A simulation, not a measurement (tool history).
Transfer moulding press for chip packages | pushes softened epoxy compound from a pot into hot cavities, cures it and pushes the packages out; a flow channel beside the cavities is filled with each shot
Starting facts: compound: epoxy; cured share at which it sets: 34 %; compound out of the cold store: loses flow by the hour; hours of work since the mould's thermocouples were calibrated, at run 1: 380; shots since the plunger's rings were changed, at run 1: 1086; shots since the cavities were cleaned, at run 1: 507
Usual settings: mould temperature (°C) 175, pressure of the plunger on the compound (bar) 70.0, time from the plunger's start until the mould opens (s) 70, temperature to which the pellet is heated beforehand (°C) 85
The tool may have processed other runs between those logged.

run   hour  mould temperature (°C)  pressure of the plunger on the compound (bar)  time from the plunger's start until the mould opens (s)  temperature to which the pellet is heated beforehand (°C)  hours of work since the mould's thermocouples were calibrated  shots since the plunger's rings were changed  shots since the cavities were cleaned  incoming compound's hours out of the cold store  length that the compound runs in the flow channel (mm)  greatest force on the pins that push the packages out (N)
  1    0.0                     175                                           70.0                                                       70                                                         85                                                            380                                          1086                                    507                                             16.2                                                     808                                                        433
  2    6.3                     175                                           70.0                                                       70                                                         85                                                            384                                          1179                                    600                                             18.4                                                     799                                                        440
  3   17.7                     175                                           70.0                                                       70                                                         85                                                            392                                          1348                                    769                                             18.2                                                     796                                                        417
      25.5  -- cavities cleaned with cleaning compound and waxed
  4   26.6                     175                                           70.0                                                       70                                                         85                                                            397                                          1456                                     16                                             47.7                                                     704                                                        406
  5   38.8                     178                                           70.0                                                       70                                                         85                                                            405                                          1637                                    197                                             22.7                                                     773                                                        344
  6   47.5                     178                                           70.0                                                       70                                                         85                                                            411                                          1766                                    326                                             11.2                                                     807                                                        350
  7   57.6                     178                                           70.0                                                       66                                                         85                                                            418                                          1915                                    475                                             29.9                                                     744                                                        388
  8   67.9                     178                                           70.0                                                       66                                                         85                                                            425                                          2067                                    627                                             23.7                                                     769                                                        380
  9   76.1                     175                                           70.0                                                       70                                                         85                                                            431                                          2188                                    748                                             47.2                                                     702                                                        375
      84.7  -- cavities cleaned with cleaning compound and waxed
 10   86.5                     175                                           69.8                                                       78                                                         78                                                            437                                          2319                                     26                                             27.3                                                     766                                                        364
 11   95.0                     182                                           69.8                                                       69                                                         78                                                            442                                          2445                                    152                                             23.6                                                     754                                                        310
 12  106.7                     176                                           69.8                                                       69                                                         78                                                            450                                          2618                                    325                                              8.4                                                     826                                                        411
 13  119.4                     175                                           68.0                                                       70                                                         85                                                            459                                          2805                                    512                                             35.3                                                     730                                                        392
 14  128.3                     175                                           75.0                                                       70                                                         85                                                            465                                          2937                                    644                                             42.6                                                     742                                                        385
     136.0  -- plunger's sealing rings changed
 15  144.2                     175                                           78.2                                                      100                                                         85                                                            474                                           121                                    841                                             38.1                                                     774                                                        284
     147.0  -- cavities cleaned with cleaning compound and waxed
 16  157.3                     175                                           78.2                                                      100                                                         85                                                            482                                           293                                    153                                             43.2                                                     759                                                        278
 17  165.9                     175                                           70.0                                                       87                                                         76                                                            488                                           419                                    279                                             41.1                                                     723                                                        302

Each row is a separate what-if for the run after 17, all from the same tool condition, not one after another. Results?
  A  176.4                     175                                           70.0                                                       70                                                         81                                                            495                                           576                                    436                                             45.4                                                       ?                                                          ?
  B  176.4                     172                                           54.2                                                      107                                                         85                                                            495                                           576                                    436                                             32.6                                                       ?                                                          ?
  C  176.4                     175                                           70.0                                                       98                                                         91                                                            495                                           576                                    436                                             43.2                                                       ?                                                          ?
  D  176.4                     180                                           74.2                                                       70                                                         86                                                            495                                           576                                    436                                             40.2                                                       ?                                                          ?
  E  176.4                     175                                           75.6                                                       70                                                         85                                                            495                                           576                                    436                                             47.3                                                       ?                                                          ?

run  length that the compound runs in the flow channel (mm)  greatest force on the pins that push the packages out (N)
  A                                                     707                                                        394
  B                                                     671                                                        281
  C                                                     713                                                        280
  D                                                     725                                                        321
  E                                                     729                                                        375
What these runs would have given with no unlogged condition in the tool:
run  length that the compound runs in the flow channel (mm)  greatest force on the pins that push the packages out (N)
  A                                                     707                                                        392
  B                                                     671                                                        279
  C                                                     713                                                        278
  D                                                     725                                                        319
  E                                                     729                                                        372
